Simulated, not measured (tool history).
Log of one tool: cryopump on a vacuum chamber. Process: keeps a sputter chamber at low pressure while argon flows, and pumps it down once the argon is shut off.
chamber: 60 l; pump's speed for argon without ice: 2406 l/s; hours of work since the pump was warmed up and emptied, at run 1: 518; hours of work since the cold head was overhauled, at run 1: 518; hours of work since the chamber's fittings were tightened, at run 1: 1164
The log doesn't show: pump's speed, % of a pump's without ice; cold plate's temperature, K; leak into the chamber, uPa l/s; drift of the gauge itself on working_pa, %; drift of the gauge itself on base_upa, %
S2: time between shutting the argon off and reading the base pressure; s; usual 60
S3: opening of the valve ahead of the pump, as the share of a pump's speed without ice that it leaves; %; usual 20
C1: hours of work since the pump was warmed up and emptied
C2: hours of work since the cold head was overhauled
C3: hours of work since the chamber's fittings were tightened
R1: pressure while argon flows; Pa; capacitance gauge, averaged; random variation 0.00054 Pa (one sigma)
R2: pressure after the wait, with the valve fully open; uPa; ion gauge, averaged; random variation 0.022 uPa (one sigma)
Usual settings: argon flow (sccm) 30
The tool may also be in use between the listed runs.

{"run": 1, "day": 0.0, "argon flow (sccm)": 30, "S2": 60, "S3": 20, "C1": 518, "C2": 518, "C3": 1164, "R1": 0.1075, "R2": 1.16}
{"run": 2, "day": 1.288, "argon flow (sccm)": 30, "S2": 60, "S3": 20, "C1": 541, "C2": 541, "C3": 1187, "R1": 0.1077, "R2": 1.18}
{"run": 3, "day": 2.292, "argon flow (sccm)": 30, "S2": 60, "S3": 20, "C1": 559, "C2": 559, "C3": 1206, "R1": 0.107, "R2": 1.18}
{"run": 4, "day": 3.046, "argon flow (sccm)": 30, "S2": 60, "S3": 20, "C1": 573, "C2": 573, "C3": 1219, "R1": 0.1095, "R2": 1.18}
{"run": 5, "day": 4.25, "argon flow (sccm)": 30, "S2": 60, "S3": 20, "C1": 594, "C2": 594, "C3": 1241, "R1": 0.1077, "R2": 1.23}
{"run": 6, "day": 5.517, "argon flow (sccm)": 30, "S2": 60, "S3": 29, "C1": 617, "C2": 617, "C3": 1264, "R1": 0.0755, "R2": 1.23}
{"run": 7, "day": 6.1, "argon flow (sccm)": 30, "S2": 60, "S3": 29, "C1": 628, "C2": 628, "C3": 1274, "R1": 0.0764, "R2": 1.26}
{"run": 8, "day": 6.758, "argon flow (sccm)": 30, "S2": 230, "S3": 29, "C1": 640, "C2": 640, "C3": 1286, "R1": 0.0761, "R2": 0.92}
{"day": 7.312, "done": "leaking fittings of the chamber tightened, without venting"}
{"run": 9, "day": 7.383, "argon flow (sccm)": 30, "S2": 230, "S3": 29, "C1": 649, "C2": 649, "C3": 1, "R1": 0.0747, "R2": 0.31}
{"run": 10, "day": 8.092, "argon flow (sccm)": 30, "S2": 60, "S3": 20, "C1": 662, "C2": 662, "C3": 14, "R1": 0.1077, "R2": 0.64}
{"run": 11, "day": 9.025, "argon flow (sccm)": 30, "S2": 60, "S3": 20, "C1": 679, "C2": 679, "C3": 31, "R1": 0.1088, "R2": 0.63}
{"run": 12, "day": 9.546, "argon flow (sccm)": 30, "S2": 196, "S3": 20, "C1": 688, "C2": 688, "C3": 40, "R1": 0.1094, "R2": 0.33}
{"run": 13, "day": 10.483, "argon flow (sccm)": 30, "S2": 60, "S3": 39, "C1": 705, "C2": 705, "C3": 57, "R1": 0.057, "R2": 0.66}
{"run": 14, "day": 11.267, "argon flow (sccm)": 58, "S2": 22, "S3": 17, "C1": 719, "C2": 719, "C3": 71, "R1": 0.2475, "R2": 1.41}
{"run": 15, "day": 12.492, "argon flow (sccm)": 58, "S2": 22, "S3": 17, "C1": 741, "C2": 741, "C3": 93, "R1": 0.2466, "R2": 1.4}
{"run": 16, "day": 13.592, "argon flow (sccm)": 58, "S2": 22, "S3": 17, "C1": 761, "C2": 761, "C3": 113, "R1": 0.2475, "R2": 1.44}
{"run": 17, "day": 14.258, "argon flow (sccm)": 52, "S2": 22, "S3": 23, "C1": 773, "C2": 773, "C3": 125, "R1": 0.164, "R2": 1.42}
{"run": 18, "day": 15.471, "argon flow (sccm)": 30, "S2": 60, "S3": 37, "C1": 795, "C2": 795, "C3": 147, "R1": 0.0611, "R2": 0.69}
{"run": 19, "day": 16.508, "argon flow (sccm)": 30, "S2": 60, "S3": 37, "C1": 814, "C2": 814, "C3": 166, "R1": 0.0609, "R2": 0.72}
{"run": 20, "day": 17.412, "argon flow (sccm)": 21, "S2": 141, "S3": 49, "C1": 830, "C2": 830, "C3": 182, "R1": 0.0333, "R2": 0.48}
{"run": 21, "day": 18.275, "argon flow (sccm)": 21, "S2": 141, "S3": 49, "C1": 846, "C2": 846, "C3": 198, "R1": 0.0329, "R2": 0.47}
{"run": 22, "day": 19.2, "argon flow (sccm)": 21, "S2": 175, "S3": 16, "C1": 862, "C2": 862, "C3": 214, "R1": 0.095, "R2": 0.43}
{"run": 23, "day": 20.1, "argon flow (sccm)": 21, "S2": 175, "S3": 16, "C1": 879, "C2": 879, "C3": 231, "R1": 0.095, "R2": 0.48}
{"run": 24, "day": 21.067, "argon flow (sccm)": 21, "S2": 175, "S3": 16, "C1": 896, "C2": 896, "C3": 248, "R1": 0.0949, "R2": 0.47}
{"run": 25, "day": 21.992, "argon flow (sccm)": 30, "S2": 112, "S3": 47, "C1": 913, "C2": 913, "C3": 265, "R1": 0.0494, "R2": 0.59}
{"run": 26, "day": 22.592, "argon flow (sccm)": 18, "S2": 35, "S3": 16, "C1": 924, "C2": 924, "C3": 275, "R1": 0.082, "R2": 1.06}

Forecast each of these 5 alternatives for the next run:
{"run": "A", "day": 23.242, "argon flow (sccm)": 30, "S2": 177, "S3": 20, "C1": 935, "C2": 935, "C3": 287, "R1": "?", "R2": "?"}
{"run": "B", "day": 23.242, "argon flow (sccm)": 18, "S2": 116, "S3": 27, "C1": 935, "C2": 935, "C3": 287, "R1": "?", "R2": "?"}
{"run": "C", "day": 23.242, "argon flow (sccm)": 19, "S2": 100, "S3": 18, "C1": 935, "C2": 935, "C3": 287, "R1": "?", "R2": "?"}
{"run": "D", "day": 23.242, "argon flow (sccm)": 13, "S2": 180, "S3": 16, "C1": 935, "C2": 935, "C3": 287, "R1": "?", "R2": "?"}
{"run": "E", "day": 23.242, "argon flow (sccm)": 18, "S2": 35, "S3": 55, "C1": 935, "C2": 935, "C3": 287, "R1": "?", "R2": "?"}

run=A R1=0.1108 R2=0.49
run=B R1=0.0494 R2=0.56
run=C R1=0.0763 R2=0.61
run=D R1=0.0583 R2=0.5
run=E R1=0.0253 R2=1.12
Without the tool's hidden state the same runs would have given:
run=A R1=0.1062 R2=0.26
run=B R1=0.0467 R2=0.33
run=C R1=0.0735 R2=0.37
run=D R1=0.0563 R2=0.26
run=E R1=0.0226 R2=0.88
